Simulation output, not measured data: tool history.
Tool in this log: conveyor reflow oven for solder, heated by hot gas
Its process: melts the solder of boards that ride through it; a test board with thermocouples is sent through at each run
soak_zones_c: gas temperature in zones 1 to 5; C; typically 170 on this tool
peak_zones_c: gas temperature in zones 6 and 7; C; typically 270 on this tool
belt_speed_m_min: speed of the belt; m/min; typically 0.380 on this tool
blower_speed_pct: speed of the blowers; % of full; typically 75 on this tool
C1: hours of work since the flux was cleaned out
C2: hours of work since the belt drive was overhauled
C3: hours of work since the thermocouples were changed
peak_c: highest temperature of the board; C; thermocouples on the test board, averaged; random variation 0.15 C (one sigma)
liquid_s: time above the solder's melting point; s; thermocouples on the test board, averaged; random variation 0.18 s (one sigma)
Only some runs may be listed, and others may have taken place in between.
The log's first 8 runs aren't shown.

Run 9, hour 414.2: usual settings but blower_speed_pct 77 % of full; C1 211; C2 273; C3 743. Result: peak_c 252.6 C, liquid_s 68.9 s.
Run 10, hour 456.3: usual settings but peak_zones_c 271 C, blower_speed_pct 77 % of full; C1 242; C2 304; C3 774. Result: peak_c 253.5 C, liquid_s 69.6 s.
Run 11, hour 488.3: usual settings but peak_zones_c 271 C, blower_speed_pct 77 % of full; C1 266; C2 328; C3 797. Result: peak_c 253.3 C, liquid_s 69.4 s.
Run 12, hour 547.1: usual settings but peak_zones_c 280 C; C1 309; C2 371; C3 841. Result: peak_c 260.2 C, liquid_s 75.0 s.
At hour 563.0: flux residue cleaned out of gas plates and filters.
Run 13, hour 590.4: usual settings but peak_zones_c 279 C; C1 20; C2 399; C3 869. Result: peak_c 262.3 C, liquid_s 76.9 s.
Run 14, hour 658.4: usual settings but peak_zones_c 279 C; C1 70; C2 449; C3 919. Result: peak_c 261.8 C, liquid_s 76.7 s.
Run 15, hour 697.4: usual settings but peak_zones_c 279 C; C1 99; C2 478; C3 948. Result: peak_c 261.5 C, liquid_s 76.5 s.
Run 16, hour 765.3: usual settings but soak_zones_c 171 C, peak_zones_c 262 C, belt_speed_m_min 0.347 m/min, blower_speed_pct 56 % of full; C1 149; C2 528; C3 997. Result: peak_c 246.2 C, liquid_s 68.8 s.
Run 17, hour 829.3: usual settings but soak_zones_c 171 C, peak_zones_c 262 C, belt_speed_m_min 0.347 m/min, blower_speed_pct 56 % of full; C1 196; C2 575; C3 1045. Result: peak_c 245.5 C, liquid_s 68.5 s.
Run 18, hour 886.5: usual settings but soak_zones_c 158 C, peak_zones_c 275 C, belt_speed_m_min 0.347 m/min, blower_speed_pct 73 % of full; C1 238; C2 617; C3 1087. Result: peak_c 257.8 C, liquid_s 76.5 s.
Run 19, hour 930.6: usual settings but soak_zones_c 179 C, peak_zones_c 284 C, belt_speed_m_min 0.347 m/min, blower_speed_pct 73 % of full; C1 270; C2 649; C3 1119. Result: peak_c 269.0 C, liquid_s 93.6 s.
Run 20, hour 967.1: usual settings but soak_zones_c 159 C, belt_speed_m_min 0.301 m/min, blower_speed_pct 71 % of full; C1 297; C2 676; C3 1146. Result: peak_c 257.7 C, liquid_s 90.0 s.
At hour 997.9: flux residue cleaned out of gas plates and filters.
Run 21, hour 1007.3: usual settings but soak_zones_c 159 C, belt_speed_m_min 0.312 m/min, blower_speed_pct 69 % of full; C1 7; C2 702; C3 1172. Result: peak_c 258.9 C, liquid_s 88.1 s.
Run 22, hour 1044.5: usual settings but soak_zones_c 159 C, belt_speed_m_min 0.312 m/min, blower_speed_pct 69 % of full; C1 34; C2 729; C3 1199. Result: peak_c 258.5 C, liquid_s 87.8 s.
Run 23, hour 1094.6: usual settings but soak_zones_c 181 C, peak_zones_c 259 C, belt_speed_m_min 0.360 m/min, blower_speed_pct 89 % of full; C1 71; C2 766; C3 1236. Result: peak_c 250.8 C, liquid_s 79.0 s.
Run 24, hour 1149.7: usual settings but soak_zones_c 167 C, peak_zones_c 284 C, blower_speed_pct 74 % of full; C1 112; C2 807; C3 1277. Result: peak_c 265.9 C, liquid_s 78.8 s.
Run 25, hour 1192.8: usual settings but soak_zones_c 171 C, peak_zones_c 282 C, belt_speed_m_min 0.384 m/min, blower_speed_pct 69 % of full; C1 143; C2 839; C3 1308. Result: peak_c 262.8 C, liquid_s 76.9 s.
At hour 1212.6: belt drive overhauled, speed set with a stopwatch.
Run 26, hour 1252.1: usual settings but belt_speed_m_min 0.341 m/min; C1 184; C2 29; C3 1349. Result: peak_c 256.8 C, liquid_s 81.5 s.
Run 27, hour 1316.1: usual settings but soak_zones_c 158 C, peak_zones_c 262 C, belt_speed_m_min 0.341 m/min; C1 231; C2 76; C3 1396. Result: peak_c 248.1 C, liquid_s 67.7 s.
Run 28, hour 1364.8: usual settings but soak_zones_c 183 C; C1 267; C2 112; C3 1432. Result: peak_c 255.0 C, liquid_s 76.9 s.
Run 29, hour 1416.2: usual settings but peak_zones_c 281 C, blower_speed_pct 63 % of full; C1 305; C2 150; C3 1470. Result: peak_c 258.6 C, liquid_s 73.0 s.
At hour 1439.4: flux residue cleaned out of gas plates and filters.
At hour 1451.8: thermocouples of zones 6 and 7 changed.
Run 30, hour 1496.0: usual settings but peak_zones_c 281 C, belt_speed_m_min 0.392 m/min, blower_speed_pct 63 % of full; C1 40; C2 203; C3 33. Result: peak_c 258.0 C, liquid_s 71.1 s.

Alternative continuations, all from the tool just after run 30; predict every row:
Run A, hour 1549.3: usual settings but soak_zones_c 159 C, peak_zones_c 284 C, blower_speed_pct 66 % of full; C1 79; C2 243; C3 72. Result: peak_c ?, liquid_s ?.
Run B, hour 1549.3: usual settings but soak_zones_c 182 C, peak_zones_c 281 C, belt_speed_m_min 0.441 m/min, blower_speed_pct 73 % of full; C1 79; C2 243; C3 72. Result: peak_c ?, liquid_s ?.
Run C, hour 1549.3: usual settings but soak_zones_c 182 C, belt_speed_m_min 0.430 m/min, blower_speed_pct 54 % of full; C1 79; C2 243; C3 72. Result: peak_c ?, liquid_s ?.
Run D, hour 1549.3: usual settings but peak_zones_c 269 C, belt_speed_m_min 0.392 m/min; C1 79; C2 243; C3 72. Result: peak_c ?, liquid_s ?.

run  peak_c  liquid_s
  A   260.4      70.8
  B   258.6      67.4
  C   245.7      56.8
  D   250.7      65.5
Without the tool's hidden state the same runs would have given:
run  peak_c  liquid_s
  A   261.0      70.9
  B   259.1      67.5
  C   246.0      57.1
  D   251.1      65.8
